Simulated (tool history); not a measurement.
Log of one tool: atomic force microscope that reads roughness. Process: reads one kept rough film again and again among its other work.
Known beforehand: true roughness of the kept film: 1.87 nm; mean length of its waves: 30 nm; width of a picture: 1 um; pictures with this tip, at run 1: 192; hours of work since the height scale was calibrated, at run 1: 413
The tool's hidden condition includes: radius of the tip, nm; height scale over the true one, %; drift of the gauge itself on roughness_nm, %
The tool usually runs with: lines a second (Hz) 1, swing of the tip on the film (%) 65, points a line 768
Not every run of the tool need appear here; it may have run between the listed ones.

| run | hour | lines a second (Hz) | swing of the tip on the film (%) | points a line | pictures with this tip | hours of work since the height scale was calibrated | roughness of the kept film (nm (root mean square)) |
|---|---|---|---|---|---|---|---|
| 1 | 0 | 1 | 65 | 768 | 192 | 413 | 1.598 |
| 2 | 10.3 | 1 | 65 | 768 | 206 | 418 | 1.585 |
|  | 17.2 | new tip fitted |
| 3 | 28.3 | 1 | 65 | 768 | 15 | 427 | 1.719 |
| 4 | 39.9 | 1 | 65 | 871 | 31 | 433 | 1.705 |
| 5 | 58.4 | 1 | 65 | 837 | 57 | 442 | 1.688 |
| 6 | 69.2 | 1 | 65 | 837 | 72 | 447 | 1.673 |
| 7 | 80.7 | 1 | 65 | 837 | 87 | 453 | 1.67 |
| 8 | 104.5 | 1 | 65 | 837 | 120 | 464 | 1.634 |
| 9 | 120.4 | 1 | 65 | 837 | 142 | 472 | 1.616 |
| 10 | 144 | 1 | 65 | 768 | 174 | 484 | 1.592 |
| 11 | 154.8 | 1 | 65 | 768 | 189 | 489 | 1.595 |
| 12 | 167.9 | 1 | 65 | 768 | 207 | 495 | 1.565 |
|  | 173.5 | new tip fitted |
| 13 | 185.5 | 1 | 65 | 768 | 17 | 504 | 1.717 |
|  | 187.8 | height scale calibrated on a step standard |
| 14 | 200.5 | 1 | 65 | 768 | 36 | 6 | 1.717 |
| 15 | 210.2 | 1 | 65 | 768 | 50 | 11 | 1.69 |
| 16 | 232.3 | 1 | 69 | 768 | 80 | 22 | 1.668 |
| 17 | 243.9 | 0.55 | 78 | 334 | 96 | 28 | 1.638 |
|  | 254.7 | height scale calibrated on a step standard, once more |
| 18 | 264.2 | 0.55 | 78 | 334 | 122 | 5 | 1.626 |
| 19 | 276.7 | 1 | 57 | 335 | 140 | 11 | 1.619 |
| 20 | 295.2 | 1 | 57 | 335 | 165 | 20 | 1.616 |
| 21 | 310.1 | 1 | 57 | 335 | 185 | 27 | 1.6 |
|  | 331.1 | new tip fitted |
| 22 | 334 | 3.8 | 57 | 459 | 4 | 39 | 1.648 |
| 23 | 346.8 | 0.94 | 63 | 324 | 21 | 45 | 1.71 |
| 24 | 366.4 | 1.18 | 65 | 486 | 48 | 55 | 1.675 |
| 25 | 379.1 | 1.18 | 65 | 486 | 66 | 61 | 1.649 |
| 26 | 391.6 | 3.12 | 80 | 768 | 83 | 67 | 1.353 |
| 27 | 405.1 | 3.12 | 80 | 768 | 101 | 74 | 1.334 |
| 28 | 427.4 | 1.59 | 80 | 499 | 132 | 85 | 1.477 |
| 29 | 446.7 | 0.87 | 65 | 411 | 159 | 94 | 1.598 |
| 30 | 470.3 | 1 | 60 | 360 | 191 | 106 | 1.57 |
| 31 | 480.7 | 0.68 | 68 | 463 | 205 | 111 | 1.563 |

Some steps in roughness of the kept film (nm (root mean square)) between neighbouring runs. How much of each would the tool show without its hidden state too (settings, what came in, random variation), and how much is left for the hidden state, with any gauge scatter that isn't in both results?
Run 2 -> 3: new tip fitted. roughness of the kept film (nm (root mean square)) +0.134: hidden state +0.143, all else -0.009.
Run 12 -> 13: new tip fitted. roughness of the kept film (nm (root mean square)) +0.152: hidden state +0.143, all else +0.009.
Run 21 -> 22: lines a second (Hz) 1 -> 3.8, points a line 335 -> 459, new tip fitted. roughness of the kept film (nm (root mean square)) +0.048: hidden state +0.134, all else -0.086.
Run 25 -> 26: lines a second (Hz) 1.18 -> 3.12, swing of the tip on the film (%) 65 -> 80, points a line 486 -> 768. roughness of the kept film (nm (root mean square)) -0.296: hidden state -0.001, all else -0.295.
Run 27 -> 28: lines a second (Hz) 3.12 -> 1.59, points a line 768 -> 499. roughness of the kept film (nm (root mean square)) +0.143: hidden state -0.03, all else +0.173.
